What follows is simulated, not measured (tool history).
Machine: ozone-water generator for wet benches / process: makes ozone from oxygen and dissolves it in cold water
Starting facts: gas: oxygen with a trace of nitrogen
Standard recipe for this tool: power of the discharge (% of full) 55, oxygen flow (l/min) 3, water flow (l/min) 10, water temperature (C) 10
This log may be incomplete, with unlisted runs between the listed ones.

run,hour,power of the discharge (% of full),oxygen flow (l/min),water flow (l/min),water temperature (C),dissolved ozone (ppm),ozone in the gas ahead of the water (g/m3)
1,0,55,3,10,10,19.3,171.4
2,39.3,55,3,10,10,19.3,170.5
3,101.2,55,3,10,10,18.8,171
4,176,55,3,10,10,19,170.6
5,231.2,55,3,10,10,19.1,173.4
6,295.8,55,3,10,10,19,171.4
7,371.4,42,3,10,10,15.1,135.2
8,427.6,42,3,10,10,15.1,134.4
9,463.4,55,3,10,6,20,171.8
10,545.5,55,3,10,6,20.1,170.7
11,626.5,55,3,10,6,20.1,169.7
12,696.7,55,3,10,6,19.8,170.9
13,763.3,55,3,10,6,19.8,169.1
14,837.8,55,3,6,6,30.7,170.1
15,915.9,55,3,6,17,25,168.7
16,956,89,3,10,11,27.7,254.1
17,1008.2,89,3.43,10,11,27.5,229.9

5 options for the next run, each taken on its own from the tool as it stands now. Forecast them:
A,1088.1,55,3,12,10,?,?
B,1088.1,48,3.43,10,11,?,?
C,1088.1,89,1.83,12,7,?,?
D,1088.1,89,3.43,8,11,?,?
E,1088.1,96,3,10,9,?,?

run,dissolved ozone (ppm),ozone in the gas ahead of the water (g/m3)
A,15.9,169.7
B,16.3,137
C,24.6,361.1
D,32.6,231.4
E,30.8,271.4
Without the tool's hidden state the same runs would have given:
run,dissolved ozone (ppm),ozone in the gas ahead of the water (g/m3)
A,16.9,173.8
B,17.2,139.8
C,26.5,374.6
D,35,240.1
E,33.2,282.1
